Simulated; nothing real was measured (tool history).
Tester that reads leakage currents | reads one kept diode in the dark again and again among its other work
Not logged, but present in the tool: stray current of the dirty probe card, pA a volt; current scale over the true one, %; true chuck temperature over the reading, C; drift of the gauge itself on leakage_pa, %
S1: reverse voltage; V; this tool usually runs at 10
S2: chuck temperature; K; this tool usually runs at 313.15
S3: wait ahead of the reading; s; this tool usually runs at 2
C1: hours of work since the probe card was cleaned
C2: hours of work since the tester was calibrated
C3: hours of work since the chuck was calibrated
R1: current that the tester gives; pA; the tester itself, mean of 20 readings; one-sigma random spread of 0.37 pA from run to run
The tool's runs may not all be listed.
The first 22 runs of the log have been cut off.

run 23 hour=3211.6 | S1=3.8 S2=313.15 S3=4.96 | C1=392 C2=1418 C3=415 | R1=76.75
run 24 hour=3316.3 | S1=10 S2=313.15 S3=0.32 | C1=475 C2=1501 C3=499 | R1=138.26
run 25 hour=3475.8 | S1=10 S2=313.15 S3=0.32 | C1=602 C2=1628 C3=626 | R1=142.61
run 26 hour=3570.7 | S1=10 S2=313.15 S3=0.32 | C1=678 C2=1704 C3=701 | R1=143.02
run 27 hour=3691.1 | S1=10 S2=313.15 S3=0.32 | C1=774 C2=1800 C3=797 | R1=147.31
-- hour=3732 chuck's temperature calibrated
run 28 hour=3785.4 | S1=1.8 S2=313.15 S3=0.41 | C1=847 C2=1873 C3=42 | R1=51.4
run 29 hour=3979.5 | S1=1.4 S2=301.15 S3=2 | C1=1002 C2=2028 C3=197 | R1=17.74
run 30 hour=4091.4 | S1=1.4 S2=301.15 S3=2 | C1=1091 C2=2117 C3=286 | R1=18.28
run 31 hour=4255.9 | S1=10 S2=315.15 S3=0.57 | C1=1222 C2=2248 C3=417 | R1=165.75
run 32 hour=4418.5 | S1=10 S2=315.15 S3=0.57 | C1=1351 C2=2377 C3=547 | R1=168.7
run 33 hour=4523.8 | S1=10 S2=315.15 S3=0.57 | C1=1435 C2=2461 C3=630 | R1=172.16
run 34 hour=4622.9 | S1=3.7 S2=313.15 S3=9.87 | C1=1514 C2=2540 C3=709 | R1=84.6
run 35 hour=4747.9 | S1=10.2 S2=297.15 S3=2 | C1=1614 C2=2640 C3=809 | R1=54.98
-- hour=4771.5 chuck's temperature calibrated
run 36 hour=4894.6 | S1=10 S2=311.15 S3=7.22 | C1=1729 C2=2755 C3=98 | R1=121.36
run 37 hour=4989.5 | S1=3.2 S2=316.15 S3=9.04 | C1=1805 C2=2830 C3=174 | R1=90.39
-- hour=5117.5 probe card cleaned and baked
run 38 hour=5124.2 | S1=10 S2=314.15 S3=2 | C1=5 C2=2935 C3=278 | R1=133.83

What if the next run were any one of these 3? Each begins from the tool's condition after run 38:
run A hour=5266.7 | S1=10 S2=313.15 S3=2 | C1=119 C2=3049 C3=392 | R1=?
run B hour=5266.7 | S1=10 S2=314.15 S3=0.37 | C1=119 C2=3049 C3=392 | R1=?
run C hour=5266.7 | S1=6.2 S2=301.15 S3=4.82 | C1=119 C2=3049 C3=392 | R1=?

run=A R1=126.44
run=B R1=141.75
run=C R1=36.82
The same runs, with their run-to-run variation unchanged, on a tool lacking any hidden condition would have given:
run=A R1=120.33
run=B R1=135.37
run=C R1=34.46
